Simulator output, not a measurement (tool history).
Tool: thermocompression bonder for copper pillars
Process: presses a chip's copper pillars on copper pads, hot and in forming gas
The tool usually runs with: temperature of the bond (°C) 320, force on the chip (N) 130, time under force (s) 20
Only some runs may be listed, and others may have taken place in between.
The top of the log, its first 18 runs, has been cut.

| run | hour | temperature of the bond (°C) | force on the chip (N) | time under force (s) | hours of work since the heater was calibrated | hours of work since the force cell was calibrated | hours of work since the gas filter was changed | force that shears a chip off (N) |
|---|---|---|---|---|---|---|---|---|
| 19 | 403.9 | 320 | 130 | 22 | 538 | 35 | 302 | 76.6 |
|  | 428.4 | force cell calibrated, once more |
| 20 | 433.4 | 320 | 130 | 22 | 550 | 2 | 314 | 76.1 |
| 21 | 449.6 | 320 | 130 | 28 | 556 | 9 | 321 | 81.9 |
| 22 | 479.8 | 297 | 130 | 34 | 569 | 21 | 333 | 75.3 |
| 23 | 499.2 | 292 | 167 | 33 | 577 | 30 | 341 | 81.9 |
| 24 | 529 | 320 | 168 | 26 | 590 | 42 | 354 | 90.3 |
| 25 | 541.7 | 320 | 168 | 26 | 595 | 47 | 359 | 89.6 |
| 26 | 565.9 | 320 | 168 | 26 | 605 | 57 | 369 | 91.8 |

Estimate the outcome of run 27 from the log above:
| 27 | 579.6 | 320 | 130 | 24 | 611 | 63 | 375 | ? |

Logged for run 27: force that shears a chip off (N) 76.5.
Minus the tool's unlogged condition, the same run would have read force that shears a chip off (N) 83.9.
